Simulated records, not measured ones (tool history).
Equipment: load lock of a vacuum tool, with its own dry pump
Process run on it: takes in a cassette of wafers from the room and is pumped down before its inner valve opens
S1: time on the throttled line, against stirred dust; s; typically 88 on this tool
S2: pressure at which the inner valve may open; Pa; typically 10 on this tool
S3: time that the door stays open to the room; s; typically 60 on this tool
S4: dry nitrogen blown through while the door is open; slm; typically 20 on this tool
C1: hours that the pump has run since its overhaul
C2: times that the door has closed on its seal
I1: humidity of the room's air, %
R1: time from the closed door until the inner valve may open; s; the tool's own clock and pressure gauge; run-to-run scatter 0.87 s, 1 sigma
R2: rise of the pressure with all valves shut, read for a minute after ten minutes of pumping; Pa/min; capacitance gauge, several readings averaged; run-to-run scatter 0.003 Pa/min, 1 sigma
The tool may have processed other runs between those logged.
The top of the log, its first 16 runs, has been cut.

{"run": 17, "hour": 3094.0, "S1": 88, "S2": 10, "S3": 60, "S4": 23, "C1": 3539, "C2": 51053, "I1": 45.3, "R1": 145.1, "R2": 0.167}
{"run": 18, "hour": 3242.4, "S1": 88, "S2": 10, "S3": 60, "S4": 20, "C1": 3688, "C2": 51615, "I1": 48.3, "R1": 146.0, "R2": 0.175}
{"run": 19, "hour": 3375.8, "S1": 88, "S2": 10, "S3": 60, "S4": 5, "C1": 3821, "C2": 52121, "I1": 43.7, "R1": 144.7, "R2": 0.183}
{"run": 20, "hour": 3543.5, "S1": 75, "S2": 10, "S3": 94, "S4": 17, "C1": 3989, "C2": 52756, "I1": 44.7, "R1": 136.7, "R2": 0.18}
{"run": 21, "hour": 3655.0, "S1": 75, "S2": 10, "S3": 94, "S4": 17, "C1": 4100, "C2": 53179, "I1": 47.7, "R1": 135.3, "R2": 0.181}
{"run": 22, "hour": 3911.6, "S1": 93, "S2": 10, "S3": 60, "S4": 35, "C1": 4357, "C2": 54151, "I1": 46.0, "R1": 151.6, "R2": 0.181}
{"run": 23, "hour": 4065.8, "S1": 88, "S2": 11, "S3": 190, "S4": 22, "C1": 4511, "C2": 54735, "I1": 48.7, "R1": 144.7, "R2": 0.208}
{"run": 24, "hour": 4326.5, "S1": 89, "S2": 12, "S3": 80, "S4": 9, "C1": 4772, "C2": 55723, "I1": 46.0, "R1": 146.5, "R2": 0.204}
{"run": 25, "hour": 4522.5, "S1": 88, "S2": 9, "S3": 68, "S4": 20, "C1": 4968, "C2": 56465, "I1": 46.4, "R1": 146.7, "R2": 0.193}
{"run": 26, "hour": 4669.8, "S1": 88, "S2": 12, "S3": 116, "S4": 20, "C1": 5115, "C2": 57023, "I1": 45.6, "R1": 145.2, "R2": 0.21}
{"run": 27, "hour": 4909.7, "S1": 88, "S2": 18, "S3": 116, "S4": 20, "C1": 5355, "C2": 57932, "I1": 43.9, "R1": 143.3, "R2": 0.213}
{"run": 28, "hour": 5039.7, "S1": 122, "S2": 14, "S3": 116, "S4": 20, "C1": 5485, "C2": 58424, "I1": 44.6, "R1": 173.6, "R2": 0.215}
{"run": 29, "hour": 5204.6, "S1": 143, "S2": 15, "S3": 100, "S4": 4, "C1": 5650, "C2": 59049, "I1": 44.8, "R1": 190.5, "R2": 0.233}
{"run": 30, "hour": 5441.4, "S1": 143, "S2": 15, "S3": 100, "S4": 4, "C1": 5887, "C2": 59946, "I1": 44.6, "R1": 190.4, "R2": 0.241}
{"run": 31, "hour": 5712.4, "S1": 143, "S2": 15, "S3": 100, "S4": 4, "C1": 6158, "C2": 60973, "I1": 45.1, "R1": 192.3, "R2": 0.237}
{"run": 32, "hour": 5915.0, "S1": 88, "S2": 19, "S3": 105, "S4": 20, "C1": 6360, "C2": 61740, "I1": 43.2, "R1": 143.1, "R2": 0.23}
{"run": 33, "hour": 6028.1, "S1": 88, "S2": 19, "S3": 40, "S4": 9, "C1": 6473, "C2": 62169, "I1": 46.8, "R1": 142.2, "R2": 0.222}
{"run": 34, "hour": 6185.2, "S1": 51, "S2": 12, "S3": 40, "S4": 13, "C1": 6630, "C2": 62764, "I1": 44.1, "R1": 115.7, "R2": 0.227}
{"run": 35, "hour": 6372.7, "S1": 88, "S2": 9, "S3": 105, "S4": 5, "C1": 6818, "C2": 63474, "I1": 44.1, "R1": 148.2, "R2": 0.252}
{"run": 36, "hour": 6484.9, "S1": 88, "S2": 7, "S3": 60, "S4": 15, "C1": 6930, "C2": 63900, "I1": 41.8, "R1": 152.8, "R2": 0.234}

Alternative continuations, all from the tool just after run 36; predict every row:
{"run": "A", "hour": 6750.2, "S1": 141, "S2": 10, "S3": 26, "S4": 22, "C1": 7195, "C2": 64905, "I1": 45.0, "R1": "?", "R2": "?"}
{"run": "B", "hour": 6750.2, "S1": 80, "S2": 10, "S3": 60, "S4": 20, "C1": 7195, "C2": 64905, "I1": 45.9, "R1": "?", "R2": "?"}
{"run": "C", "hour": 6750.2, "S1": 135, "S2": 7, "S3": 60, "S4": 4, "C1": 7195, "C2": 64905, "I1": 46.1, "R1": "?", "R2": "?"}
{"run": "D", "hour": 6750.2, "S1": 142, "S2": 7, "S3": 178, "S4": 4, "C1": 7195, "C2": 64905, "I1": 49.4, "R1": "?", "R2": "?"}

run=A R1=192.8 R2=0.235
run=B R1=141.1 R2=0.242
run=C R1=191.7 R2=0.252
run=D R1=196.6 R2=0.293
With no hidden state in the tool, these same runs would have given:
run=A R1=187.9 R2=0.011
run=B R1=135.5 R2=0.019
run=C R1=186.4 R2=0.029
run=D R1=191.6 R2=0.069

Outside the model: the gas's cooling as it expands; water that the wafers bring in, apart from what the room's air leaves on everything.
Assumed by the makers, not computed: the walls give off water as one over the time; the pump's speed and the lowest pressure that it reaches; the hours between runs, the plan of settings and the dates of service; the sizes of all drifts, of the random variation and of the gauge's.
